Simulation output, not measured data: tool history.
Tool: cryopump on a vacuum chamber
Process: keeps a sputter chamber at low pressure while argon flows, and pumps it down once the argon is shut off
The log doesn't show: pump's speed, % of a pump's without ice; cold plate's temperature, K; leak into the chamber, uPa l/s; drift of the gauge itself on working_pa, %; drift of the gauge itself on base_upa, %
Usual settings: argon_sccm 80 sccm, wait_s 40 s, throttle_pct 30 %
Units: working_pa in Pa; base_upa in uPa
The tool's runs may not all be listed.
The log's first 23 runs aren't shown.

run,hour,argon_sccm,wait_s,throttle_pct,hours of work since the pump was warmed up and emptied,hours of work since the cold head was overhauled,hours of work since the chamber's fittings were tightened,working_pa,base_upa
24,1513,135,120,41,381,935,347,0.3082,0.88
25,1599.8,158,40,22,419,972,385,0.6643,1.28
26,1660.5,44,82,30,445,999,411,0.1373,1.05
27,1743.4,44,82,30,481,1035,447,0.1385,1.14
28,1793.3,44,82,30,503,1056,469,0.1381,1.2
29,1846.1,44,82,30,526,1079,492,0.1383,1.21
30,1894.2,44,67,17,547,1100,513,0.2387,1.27
# hour 1913.2: pump warmed up, emptied and cooled again
31,1952.8,44,67,17,17,1124,536,0.2288,1.18
32,2037.6,80,43,55,54,1161,573,0.1329,1.37
33,2101.2,63,119,27,82,1188,600,0.2092,1.15

5 ways to go on from here, each from the tool as it stands after run 33. What would each give?
A,2163.5,43,34,39,109,1215,627,?,?
B,2163.5,76,119,27,109,1215,627,?,?
C,2163.5,160,90,27,109,1215,627,?,?
D,2163.5,80,22,34,109,1215,627,?,?
E,2163.5,100,119,56,109,1215,627,?,?

run,working_pa,base_upa
A,0.0987,1.69
B,0.2524,1.18
C,0.537,1.25
D,0.2135,1.96
E,0.1642,1.16
Without the tool's hidden state the same runs would have given:
run,working_pa,base_upa
A,0.0967,0.82
B,0.2489,0.33
C,0.5295,0.39
D,0.2098,1.11
E,0.1595,0.32

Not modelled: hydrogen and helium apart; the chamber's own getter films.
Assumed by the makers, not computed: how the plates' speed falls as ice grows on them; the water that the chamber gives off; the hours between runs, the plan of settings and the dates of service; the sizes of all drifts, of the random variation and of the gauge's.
